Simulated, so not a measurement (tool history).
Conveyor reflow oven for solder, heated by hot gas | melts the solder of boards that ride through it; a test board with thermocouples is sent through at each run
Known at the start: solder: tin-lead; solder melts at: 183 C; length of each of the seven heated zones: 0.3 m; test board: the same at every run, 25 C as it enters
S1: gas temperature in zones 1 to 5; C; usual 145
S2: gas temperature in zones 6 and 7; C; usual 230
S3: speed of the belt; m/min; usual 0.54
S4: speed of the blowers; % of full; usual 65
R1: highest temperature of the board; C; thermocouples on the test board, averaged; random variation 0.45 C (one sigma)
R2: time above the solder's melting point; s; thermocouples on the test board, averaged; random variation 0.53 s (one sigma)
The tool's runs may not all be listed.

| run | hour | S1 | S2 | S3 | S4 | R1 | R2 |
|---|---|---|---|---|---|---|---|
| 1 | 0 | 145 | 230 | 0.54 | 65 | 210.1 | 46.6 |
| 2 | 7.9 | 145 | 230 | 0.54 | 65 | 210.4 | 46.6 |
| 3 | 11.8 | 145 | 230 | 0.54 | 65 | 210.2 | 46.2 |
| 4 | 16 | 145 | 230 | 0.54 | 65 | 210.6 | 46.5 |
| 5 | 25.1 | 145 | 230 | 0.54 | 65 | 210.5 | 46.6 |
|  | 33.5 | flux residue cleaned out of gas plates and filters |
| 6 | 34.8 | 145 | 230 | 0.54 | 65 | 210.5 | 46.2 |
| 7 | 39.9 | 145 | 230 | 0.482 | 65 | 213.5 | 55.6 |
| 8 | 49.2 | 145 | 230 | 0.482 | 65 | 213.5 | 55.3 |
| 9 | 56.5 | 145 | 230 | 0.482 | 65 | 213.3 | 55.9 |
|  | 69.2 | flux residue cleaned out of gas plates and filters, once more |
| 10 | 69.2 | 145 | 230 | 0.506 | 65 | 212.9 | 52.4 |
| 11 | 76.1 | 145 | 230 | 0.506 | 65 | 213.8 | 52.2 |
| 12 | 84.8 | 145 | 230 | 0.506 | 65 | 212.9 | 51.7 |
| 13 | 89.8 | 137 | 230 | 0.54 | 65 | 210.3 | 43.8 |
| 14 | 96.4 | 137 | 230 | 0.54 | 65 | 209.6 | 42.9 |
| 15 | 102.8 | 145 | 230 | 0.502 | 65 | 213.5 | 54.2 |
| 16 | 111.3 | 145 | 230 | 0.502 | 65 | 213.4 | 53.9 |
| 17 | 120.1 | 143 | 230 | 0.479 | 57 | 213.1 | 54.6 |
| 18 | 126.1 | 143 | 230 | 0.479 | 57 | 213.7 | 54.6 |
| 19 | 135.5 | 133 | 222 | 0.476 | 65 | 205.7 | 45 |
| 20 | 139.4 | 133 | 222 | 0.476 | 56 | 203.3 | 42.1 |
| 21 | 145.5 | 133 | 235 | 0.487 | 50 | 212.7 | 49.5 |
| 22 | 149.8 | 133 | 235 | 0.487 | 50 | 212.6 | 48.1 |
| 23 | 155.1 | 142 | 239 | 0.576 | 76 | 217.9 | 48.3 |
| 24 | 160.7 | 145 | 230 | 0.545 | 65 | 211.4 | 45.7 |
| 25 | 169.6 | 145 | 230 | 0.545 | 65 | 210.4 | 46.2 |
| 26 | 177.9 | 145 | 240 | 0.459 | 81 | 226.7 | 68.7 |
| 27 | 183.6 | 145 | 219 | 0.462 | 65 | 205.9 | 50.6 |
| 28 | 192.4 | 145 | 230 | 0.556 | 52 | 206.5 | 40.4 |
| 29 | 200.4 | 159 | 230 | 0.556 | 82 | 215.8 | 55.2 |
| 30 | 206.1 | 156 | 227 | 0.62 | 58 | 205.9 | 37.7 |

Forecast run 31:
| 31 | 215.5 | 156 | 227 | 0.598 | 53 | ? | ? |

Run 31 gave R1 205.3 C, R2 38.8 s.
Without the tool's hidden state the same run would have given R1 206.3 C, R2 39.6 s.
